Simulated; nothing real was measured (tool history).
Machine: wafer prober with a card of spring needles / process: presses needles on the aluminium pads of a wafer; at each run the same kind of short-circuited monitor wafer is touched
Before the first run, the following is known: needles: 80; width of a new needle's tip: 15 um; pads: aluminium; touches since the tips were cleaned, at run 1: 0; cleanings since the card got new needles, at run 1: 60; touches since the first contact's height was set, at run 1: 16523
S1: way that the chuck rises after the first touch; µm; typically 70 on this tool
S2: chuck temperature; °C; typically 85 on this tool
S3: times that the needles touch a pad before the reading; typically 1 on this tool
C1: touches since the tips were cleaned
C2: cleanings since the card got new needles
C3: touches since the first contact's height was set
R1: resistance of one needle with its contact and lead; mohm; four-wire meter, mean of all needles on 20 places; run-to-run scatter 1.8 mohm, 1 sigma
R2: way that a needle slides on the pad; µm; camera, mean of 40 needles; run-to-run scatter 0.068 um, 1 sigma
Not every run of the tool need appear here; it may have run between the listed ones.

Run 1, hour 0.0: usual settings; C1 0; C2 60; C3 16523. Result: R1 189 mohm, R2 13.63 µm.
At hour 5.5: tips cleaned on abrasive film.
At hour 9.9: tips cleaned on abrasive film.
At hour 15.4: tips cleaned on abrasive film.
At hour 20.8: tips cleaned on abrasive film.
Run 2, hour 20.8: usual settings; C1 0; C2 64; C3 28088. Result: R1 193 mohm, R2 13.54 µm.
At hour 25.2: tips cleaned on abrasive film.
At hour 30.7: tips cleaned on abrasive film.
At hour 36.2: tips cleaned on abrasive film.
At hour 40.6: tips cleaned on abrasive film.
At hour 46.1: tips cleaned on abrasive film.
At hour 51.6: tips cleaned on abrasive film.
Run 3, hour 51.9: usual settings; C1 166; C2 70; C3 45357. Result: R1 207 mohm, R2 13.50 µm.
At hour 56.3: tips cleaned on abrasive film.
At hour 61.8: tips cleaned on abrasive film.
At hour 67.3: tips cleaned on abrasive film.
At hour 71.7: tips cleaned on abrasive film.
At hour 77.2: tips cleaned on abrasive film.
At hour 82.7: tips cleaned on abrasive film.
At hour 88.1: tips cleaned on abrasive film.
Run 4, hour 88.1: usual settings but S1 56 µm; C1 0; C2 77; C3 65489. Result: R1 207 mohm, R2 10.62 µm.
At hour 93.6: tips cleaned on abrasive film.
At hour 98.0: tips cleaned on abrasive film.
At hour 103.5: tips cleaned on abrasive film.
At hour 109.0: tips cleaned on abrasive film.
At hour 112.5: height of the first contact set anew.
At hour 114.8: tips cleaned on abrasive film.
At hour 120.2: tips cleaned on abrasive film.
At hour 123.6: tips cleaned on abrasive film, once more.
Run 5, hour 126.2: usual settings but S1 56 µm; C1 1508; C2 84; C3 7616. Result: R1 285 mohm, R2 10.94 µm.
At hour 128.5: tips cleaned on abrasive film.
At hour 134.0: tips cleaned on abrasive film.
At hour 139.5: tips cleaned on abrasive film.
At hour 143.9: tips cleaned on abrasive film.
At hour 149.4: tips cleaned on abrasive film.
At hour 153.8: tips cleaned on abrasive film.
At hour 159.3: tips cleaned on abrasive film.
Run 6, hour 160.6: usual settings but S1 56 µm; C1 750; C2 91; C3 26692. Result: R1 245 mohm, R2 10.93 µm.
At hour 163.9: tips cleaned on abrasive film.
At hour 168.3: tips cleaned on abrasive film.
At hour 173.8: tips cleaned on abrasive film.
At hour 179.3: tips cleaned on abrasive film.
At hour 184.8: tips cleaned on abrasive film.
At hour 189.2: tips cleaned on abrasive film.
At hour 194.7: tips cleaned on abrasive film.
At hour 200.2: tips cleaned on abrasive film.
Run 7, hour 203.7: usual settings but S1 56 µm; C1 2003; C2 99; C3 50686. Result: R1 306 mohm, R2 10.69 µm.
At hour 204.9: tips cleaned on abrasive film.
At hour 209.3: tips cleaned on abrasive film.
At hour 214.8: tips cleaned on abrasive film.
At hour 219.2: tips cleaned on abrasive film.
At hour 223.6: tips cleaned on abrasive film.
Run 8, hour 227.1: usual settings but S1 56 µm; C1 1945; C2 104; C3 63627. Result: R1 297 mohm, R2 10.69 µm.
At hour 228.2: tips cleaned on abrasive film.
At hour 233.7: tips cleaned on abrasive film.
At hour 239.2: tips cleaned on abrasive film.
At hour 243.6: tips cleaned on abrasive film.
At hour 248.0: tips cleaned on abrasive film.
Run 9, hour 249.8: usual settings but S1 56 µm; C1 1017; C2 109; C3 76253. Result: R1 266 mohm, R2 10.53 µm.
At hour 253.2: tips cleaned on abrasive film.
At hour 255.6: height of the first contact set anew.
At hour 259.0: tips cleaned on abrasive film.
At hour 264.4: tips cleaned on abrasive film.
At hour 269.9: tips cleaned on abrasive film.
At hour 275.4: tips cleaned on abrasive film.
At hour 280.9: tips cleaned on abrasive film.
At hour 286.4: tips cleaned on abrasive film.
At hour 291.9: tips cleaned on abrasive film.
Run 10, hour 293.2: usual settings; C1 769; C2 117; C3 20927. Result: R1 225 mohm, R2 13.64 µm.
At hour 296.6: tips cleaned on abrasive film.
At hour 301.0: tips cleaned on abrasive film.
At hour 305.4: tips cleaned on abrasive film.
At hour 310.9: tips cleaned on abrasive film.
At hour 316.4: tips cleaned on abrasive film.
At hour 321.9: tips cleaned on abrasive film.
At hour 327.4: tips cleaned on abrasive film.
At hour 331.8: tips cleaned on abrasive film.
At hour 336.3: tips cleaned on abrasive film.
Run 11, hour 336.3: usual settings but S3 2; C1 0; C2 126; C3 44815. Result: R1 191 mohm, R2 13.45 µm.
At hour 341.8: tips cleaned on abrasive film.
At hour 347.3: tips cleaned on abrasive film.
At hour 352.8: tips cleaned on abrasive film.
At hour 358.2: tips cleaned on abrasive film.
Run 12, hour 360.8: usual settings but S2 35 °C, S3 3; C1 1429; C2 130; C3 58459. Result: R1 201 mohm, R2 13.37 µm.
At hour 363.0: tips cleaned on abrasive film.
At hour 368.5: tips cleaned on abrasive film.
At hour 374.0: tips cleaned on abrasive film.
At hour 379.5: tips cleaned on abrasive film.
At hour 385.0: tips cleaned on abrasive film.
At hour 390.5: tips cleaned on abrasive film.
At hour 395.9: tips cleaned on abrasive film.
At hour 398.4: height of the first contact set anew.
At hour 401.7: tips cleaned on abrasive film.
Run 13, hour 401.8: usual settings but S1 60 µm; C1 29; C2 138; C3 1862. Result: R1 202 mohm, R2 11.63 µm.
At hour 406.2: tips cleaned on abrasive film.
At hour 411.7: tips cleaned on abrasive film.
At hour 417.2: tips cleaned on abrasive film.
At hour 422.7: tips cleaned on abrasive film.
At hour 428.2: tips cleaned on abrasive film.
At hour 433.6: tips cleaned on abrasive film.
At hour 438.1: tips cleaned on abrasive film.
Run 14, hour 441.8: usual settings but S1 60 µm, S2 78 °C; C1 2112; C2 145; C3 24134. Result: R1 284 mohm, R2 11.58 µm.
At hour 443.0: tips cleaned on abrasive film.
At hour 448.4: tips cleaned on abrasive film.
At hour 453.9: tips cleaned on abrasive film.
At hour 459.4: tips cleaned on abrasive film.
At hour 464.9: tips cleaned on abrasive film.
At hour 470.4: tips cleaned on abrasive film.
At hour 475.9: tips cleaned on abrasive film.
Run 15, hour 477.5: usual settings but S1 60 µm, S2 78 °C; C1 914; C2 152; C3 43984. Result: R1 262 mohm, R2 11.56 µm.
At hour 480.8: tips cleaned on abrasive film.
At hour 486.3: tips cleaned on abrasive film.
At hour 491.8: tips cleaned on abrasive film.
At hour 497.3: tips cleaned on abrasive film.
At hour 501.7: tips cleaned on abrasive film.
At hour 507.2: tips cleaned on abrasive film.
At hour 512.7: tips cleaned on abrasive film.
At hour 517.5: tips cleaned on abrasive film.
Run 16, hour 517.5: usual settings but S1 60 µm, S2 78 °C; C1 0; C2 160; C3 66214. Result: R1 206 mohm, R2 11.47 µm.
At hour 523.0: tips cleaned on abrasive film.
At hour 527.4: tips cleaned on abrasive film.
At hour 532.9: tips cleaned on abrasive film.
At hour 538.4: tips cleaned on abrasive film.
At hour 540.8: height of the first contact set anew.
Run 17, hour 543.0: usual settings; C1 2420; C2 164; C3 1199. Result: R1 282 mohm, R2 13.84 µm.
At hour 544.1: tips cleaned on abrasive film.
At hour 549.6: tips cleaned on abrasive film.
At hour 555.1: tips cleaned on abrasive film.
At hour 559.5: tips cleaned on abrasive film.
At hour 565.0: tips cleaned on abrasive film.
At hour 570.5: tips cleaned on abrasive film.
Run 18, hour 573.1: usual settings; C1 1461; C2 170; C3 17930. Result: R1 255 mohm, R2 13.72 µm.
At hour 575.3: tips cleaned on abrasive film.
At hour 580.8: tips cleaned on abrasive film.
At hour 586.3: tips cleaned on abrasive film.
At hour 591.8: tips cleaned on abrasive film.
At hour 597.3: tips cleaned on abrasive film.
At hour 601.7: tips cleaned on abrasive film.
Run 19, hour 602.5: usual settings but S2 38 °C; C1 476; C2 176; C3 34288. Result: R1 213 mohm, R2 13.57 µm.
At hour 607.0: tips cleaned on abrasive film.
At hour 612.4: tips cleaned on abrasive film.
At hour 617.9: tips cleaned on abrasive film.
At hour 622.3: tips cleaned on abrasive film.
At hour 627.8: tips cleaned on abrasive film.
Run 20, hour 631.0: usual settings but S2 64 °C; C1 1791; C2 181; C3 50128. Result: R1 271 mohm, R2 13.46 µm.
At hour 633.2: tips cleaned on abrasive film.
At hour 637.7: tips cleaned on abrasive film.
At hour 642.1: tips cleaned on abrasive film.
At hour 647.6: tips cleaned on abrasive film.
At hour 652.7: tips cleaned on abrasive film.
Run 21, hour 652.7: usual settings but S1 53 µm, S2 71 °C; C1 0; C2 186; C3 62139. Result: R1 219 mohm, R2 10.02 µm.
At hour 658.2: tips cleaned on abrasive film.
At hour 663.7: tips cleaned on abrasive film.
At hour 669.1: tips cleaned on abrasive film.
Run 22, hour 670.6: usual settings but S1 53 µm, S2 71 °C, S3 2; C1 845; C2 189; C3 72145. Result: R1 247 mohm, R2 9.98 µm.

3 options for the next run, each taken on its own from the tool as it stands now. Forecast them:
At hour 674.0: tips cleaned on abrasive film.
At hour 679.5: tips cleaned on abrasive film.
At hour 683.0: height of the first contact set anew.
At hour 684.2: tips cleaned on abrasive film.
At hour 689.7: tips cleaned on abrasive film.
At hour 695.1: tips cleaned on abrasive film.
Run A, hour 697.4: usual settings but S1 73 µm, S2 111 °C; C1 1250; C2 194; C3 7970. Result: R1 ?, R2 ?.
At hour 674.0: tips cleaned on abrasive film.
At hour 679.5: tips cleaned on abrasive film.
At hour 683.0: height of the first contact set anew.
At hour 684.2: tips cleaned on abrasive film.
At hour 689.7: tips cleaned on abrasive film.
At hour 695.1: tips cleaned on abrasive film.
Run B, hour 697.4: usual settings but S2 39 °C, S3 3; C1 1250; C2 194; C3 7970. Result: R1 ?, R2 ?.
At hour 674.0: tips cleaned on abrasive film.
At hour 679.5: tips cleaned on abrasive film.
At hour 683.0: height of the first contact set anew.
At hour 684.2: tips cleaned on abrasive film.
At hour 689.7: tips cleaned on abrasive film.
At hour 695.1: tips cleaned on abrasive film.
Run C, hour 697.4: usual settings but S1 53 µm, S2 37 °C, S3 2; C1 1250; C2 194; C3 7970. Result: R1 ?, R2 ?.

run   R1     R2
  A  256  14.18
  B  208  13.70
  C  263  10.35
Take away the tool's hidden state, keep each run's random variation, and the runs would have read:
run   R1     R2
  A  189  14.23
  B  176  13.75
  C  182  10.40
